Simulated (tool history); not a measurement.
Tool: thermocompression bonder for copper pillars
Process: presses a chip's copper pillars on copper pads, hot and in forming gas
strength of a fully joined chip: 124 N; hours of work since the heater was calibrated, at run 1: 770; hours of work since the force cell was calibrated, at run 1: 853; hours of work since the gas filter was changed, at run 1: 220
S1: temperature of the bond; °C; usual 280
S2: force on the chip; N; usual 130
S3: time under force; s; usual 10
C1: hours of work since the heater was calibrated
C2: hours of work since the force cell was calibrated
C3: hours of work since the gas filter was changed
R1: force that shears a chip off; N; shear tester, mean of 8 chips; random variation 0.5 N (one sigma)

Run 1, hour 0: usual settings; C1 770; C2 853; C3 220. Result: R1 59.4 N.
Run 2, hour 68.7: usual settings; C1 805; C2 888; C3 255. Result: R1 58.1 N.
Run 3, hour 118.7: usual settings but S1 259 °C; C1 831; C2 914; C3 281. Result: R1 43.7 N.
Run 4, hour 193.8: usual settings but S1 293 °C; C1 869; C2 952; C3 319. Result: R1 69.1 N.
Run 5, hour 231.3: usual settings but S1 293 °C, S2 149 N; C1 888; C2 971; C3 338. Result: R1 75.5 N.
Run 6, hour 306.5: usual settings but S1 293 °C, S2 149 N; C1 927; C2 1010; C3 377. Result: R1 75 N.
Run 7, hour 352.9: usual settings but S2 96 N; C1 951; C2 1034; C3 401. Result: R1 47.1 N.
Run 8, hour 391.4: usual settings but S2 96 N; C1 971; C2 1054; C3 421. Result: R1 46.9 N.
Run 9, hour 441.8: usual settings but S2 96 N; C1 996; C2 1079; C3 446. Result: R1 46.5 N.
At hour 477.5: forming gas filter changed.
Run 10, hour 498.1: usual settings but S2 109 N; C1 1025; C2 1108; C3 11. Result: R1 52 N.
Run 11, hour 529.3: usual settings but S2 109 N; C1 1041; C2 1124; C3 27. Result: R1 52.3 N.
Run 12, hour 594.4: usual settings but S2 109 N; C1 1074; C2 1158; C3 60. Result: R1 51.4 N.
Run 13, hour 642.8: usual settings but S2 109 N; C1 1099; C2 1182; C3 85. Result: R1 51.9 N.
Run 14, hour 697.4: usual settings but S2 109 N; C1 1127; C2 1210; C3 113. Result: R1 51.7 N.
Run 15, hour 728: usual settings but S2 109 N; C1 1143; C2 1226; C3 129. Result: R1 51.7 N.
Run 16, hour 787.6: usual settings but S1 271 °C, S2 86 N, S3 8 s; C1 1174; C2 1257; C3 159. Result: R1 34.5 N.
At hour 824.8: force cell calibrated.
Run 17, hour 835.5: usual settings but S1 290 °C, S2 187 N, S3 13 s; C1 1197; C2 6; C3 183. Result: R1 87.9 N.
Run 18, hour 883.3: usual settings but S1 258 °C, S2 154 N, S3 21 s; C1 1222; C2 30; C3 207. Result: R1 63.7 N.
Run 19, hour 929.4: usual settings but S3 15 s; C1 1246; C2 54; C3 231. Result: R1 67.6 N.
Run 20, hour 1002.9: usual settings but S3 7 s; C1 1283; C2 91; C3 269. Result: R1 52 N.
Run 21, hour 1069.9: usual settings but S3 7 s; C1 1318; C2 126; C3 303. Result: R1 51 N.
Run 22, hour 1106.3: usual settings but S2 82 N, S3 6 s; C1 1336; C2 144; C3 322. Result: R1 32.9 N.
At hour 1156.3: heater calibrated with a thermocouple chip.
Run 23, hour 1158.7: usual settings but S2 82 N, S3 6 s; C1 1; C2 170; C3 348. Result: R1 32.9 N.

The next listed run, before its measurement:
Run 24, hour 1193.4: usual settings but S1 259 °C, S2 84 N, S3 7 s; C1 19; C2 188; C3 366. Result: R1 ?.

Run 24 gave R1 25.7 N.
Without the tool's hidden state the same run would have given R1 25.7 N.
